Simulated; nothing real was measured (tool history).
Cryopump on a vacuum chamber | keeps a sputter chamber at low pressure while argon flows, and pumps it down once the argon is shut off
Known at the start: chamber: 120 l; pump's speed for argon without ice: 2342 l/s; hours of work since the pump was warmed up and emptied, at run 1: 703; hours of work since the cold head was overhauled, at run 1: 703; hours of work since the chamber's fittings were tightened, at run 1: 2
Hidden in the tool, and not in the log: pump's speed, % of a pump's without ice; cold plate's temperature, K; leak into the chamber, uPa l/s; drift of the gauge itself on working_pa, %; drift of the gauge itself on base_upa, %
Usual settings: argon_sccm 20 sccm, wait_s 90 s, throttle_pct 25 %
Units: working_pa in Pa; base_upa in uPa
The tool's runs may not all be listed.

run,hour,argon_sccm,wait_s,throttle_pct,hours of work since the pump was warmed up and emptied,hours of work since the cold head was overhauled,hours of work since the chamber's fittings were tightened,working_pa,base_upa
1,0,20,90,25,703,703,2,0.0612,0.89
2,48.5,20,90,25,725,725,24,0.0623,0.9
3,107.5,20,90,25,752,752,51,0.0614,0.93
4,149.2,29,90,25,771,771,70,0.0903,0.95
5,199.5,20,90,19,794,794,93,0.0805,0.92
6,233.5,11,90,25,809,809,109,0.0343,0.96
7,292.8,20,90,25,836,836,136,0.062,0.99
8,339.7,20,234,25,858,858,157,0.0627,0.6
9,369.7,20,234,25,872,872,171,0.063,0.61
10,412.3,20,234,25,891,891,191,0.0625,0.62
11,469.3,20,90,25,917,917,217,0.0627,1.06
12,531.3,20,90,25,946,946,245,0.0632,1.09
13,584.4,20,63,25,970,970,269,0.0641,1.35
14,625.8,20,90,25,989,989,288,0.0646,1.12
15,685.7,20,90,25,1016,1016,316,0.0632,1.16
16,727.6,20,90,25,1035,1035,335,0.0642,1.2
17,768.8,20,90,25,1054,1054,354,0.0642,1.18
# hour 800.7: pump warmed up, emptied and cooled again
18,830.8,20,168,25,14,1080,380,0.0579,0.72
19,874.5,20,168,25,34,1100,400,0.058,0.74
20,921.1,10,95,18,55,1121,421,0.0396,1.09
21,963.6,20,90,34,75,1141,440,0.0428,1.08
22,1021.4,20,90,34,101,1167,467,0.0427,1.1
23,1080.8,20,90,34,128,1194,494,0.0434,1.15
24,1138.8,20,295,38,155,1221,521,0.0379,0.68
25,1165.3,16,30,46,167,1233,533,0.0254,2.57
26,1216.5,9,33,18,190,1257,556,0.0372,2.4
27,1264,9,33,18,212,1278,578,0.0365,2.39
28,1296.5,27,75,28,227,1293,593,0.0718,1.32
29,1348,13,37,55,250,1317,616,0.017,2.2
30,1373.8,13,49,26,262,1328,628,0.0369,1.86
31,1411,13,49,36,279,1345,645,0.0259,1.83

3 ways to go on from here, each from the tool as it stands after run 31. What would each give?
A,1452,30,28,31,298,1364,664,?,?
B,1452,8,271,29,298,1364,664,?,?
C,1452,20,90,40,298,1364,664,?,?

run,working_pa,base_upa
A,0.0706,2.75
B,0.021,0.82
C,0.0372,1.25
Without the tool's hidden state the same runs would have given:
run,working_pa,base_upa
A,0.0683,2.29
B,0.0204,0.36
C,0.0356,0.79
